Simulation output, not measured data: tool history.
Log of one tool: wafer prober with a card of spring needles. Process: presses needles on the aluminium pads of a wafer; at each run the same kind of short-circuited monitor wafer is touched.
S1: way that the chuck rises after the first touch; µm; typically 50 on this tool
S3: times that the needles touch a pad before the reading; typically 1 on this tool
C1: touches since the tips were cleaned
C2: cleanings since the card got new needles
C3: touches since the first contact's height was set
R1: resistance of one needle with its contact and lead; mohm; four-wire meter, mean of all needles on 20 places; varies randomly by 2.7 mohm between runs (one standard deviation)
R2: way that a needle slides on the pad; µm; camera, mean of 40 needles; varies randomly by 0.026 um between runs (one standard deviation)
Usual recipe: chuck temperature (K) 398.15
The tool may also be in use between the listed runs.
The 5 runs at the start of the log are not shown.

{"run": 6, "hour": 62.5, "S1": 38, "chuck temperature (K)": 398.15, "S3": 1, "C1": 8246, "C2": 29, "C3": 112953, "R1": 472, "R2": 9.46}
{"hour": 63.7, "done": "tips cleaned on abrasive film"}
{"run": 7, "hour": 73.9, "S1": 38, "chuck temperature (K)": 398.15, "S3": 1, "C1": 5561, "C2": 30, "C3": 119114, "R1": 456, "R2": 9.46}
{"hour": 79.4, "done": "tips cleaned on abrasive film"}
{"run": 8, "hour": 87.8, "S1": 65, "chuck temperature (K)": 398.15, "S3": 1, "C1": 4570, "C2": 31, "C3": 126620, "R1": 351, "R2": 16.37}
{"hour": 95.9, "done": "tips cleaned on abrasive film"}
{"run": 9, "hour": 99.8, "S1": 65, "chuck temperature (K)": 398.15, "S3": 1, "C1": 2118, "C2": 32, "C3": 133117, "R1": 339, "R2": 16.42}
{"hour": 111.6, "done": "tips cleaned on abrasive film"}
{"run": 10, "hour": 115.0, "S1": 65, "chuck temperature (K)": 398.15, "S3": 1, "C1": 1857, "C2": 33, "C3": 141351, "R1": 339, "R2": 16.32}
{"hour": 128.5, "done": "tips cleaned on abrasive film"}
{"run": 11, "hour": 130.1, "S1": 50, "chuck temperature (K)": 398.15, "S3": 3, "C1": 859, "C2": 34, "C3": 149568, "R1": 329, "R2": 12.42}
{"run": 12, "hour": 141.7, "S1": 50, "chuck temperature (K)": 398.15, "S3": 1, "C1": 7205, "C2": 34, "C3": 155914, "R1": 405, "R2": 12.42}
{"hour": 144.5, "done": "tips cleaned on abrasive film"}
{"run": 13, "hour": 151.1, "S1": 50, "chuck temperature (K)": 398.15, "S3": 1, "C1": 3612, "C2": 35, "C3": 160988, "R1": 384, "R2": 12.36}
{"hour": 160.2, "done": "tips cleaned on abrasive film"}
{"run": 14, "hour": 163.8, "S1": 50, "chuck temperature (K)": 398.15, "S3": 1, "C1": 1925, "C2": 36, "C3": 167839, "R1": 360, "R2": 12.33}
{"hour": 172.7, "done": "height of the first contact set anew"}
{"hour": 176.9, "done": "tips cleaned on abrasive film"}
{"run": 15, "hour": 180.1, "S1": 50, "chuck temperature (K)": 398.15, "S3": 1, "C1": 1772, "C2": 37, "C3": 4003, "R1": 359, "R2": 12.81}
{"hour": 192.7, "done": "tips cleaned on abrasive film"}
{"run": 16, "hour": 196.7, "S1": 50, "chuck temperature (K)": 398.15, "S3": 1, "C1": 2208, "C2": 38, "C3": 13009, "R1": 361, "R2": 12.83}
{"hour": 208.8, "done": "tips cleaned on abrasive film"}
{"run": 17, "hour": 210.5, "S1": 39, "chuck temperature (K)": 301.15, "S3": 1, "C1": 932, "C2": 39, "C3": 20460, "R1": 344, "R2": 9.97}
{"run": 18, "hour": 221.8, "S1": 39, "chuck temperature (K)": 301.15, "S3": 1, "C1": 7119, "C2": 39, "C3": 26647, "R1": 441, "R2": 9.99}

Estimate the outcome of run 19 from the log above:
{"hour": 225.3, "done": "tips cleaned on abrasive film"}
{"run": 19, "hour": 229.3, "S1": 50, "chuck temperature (K)": 314.15, "S3": 1, "C1": 2189, "C2": 40, "C3": 30692, "R1": "?", "R2": "?"}

R1: 336 mohm
R2: 12.75 µm
Had the tool carried no hidden state, the very same run would have given R1 290 mohm, R2 12.83 µm.
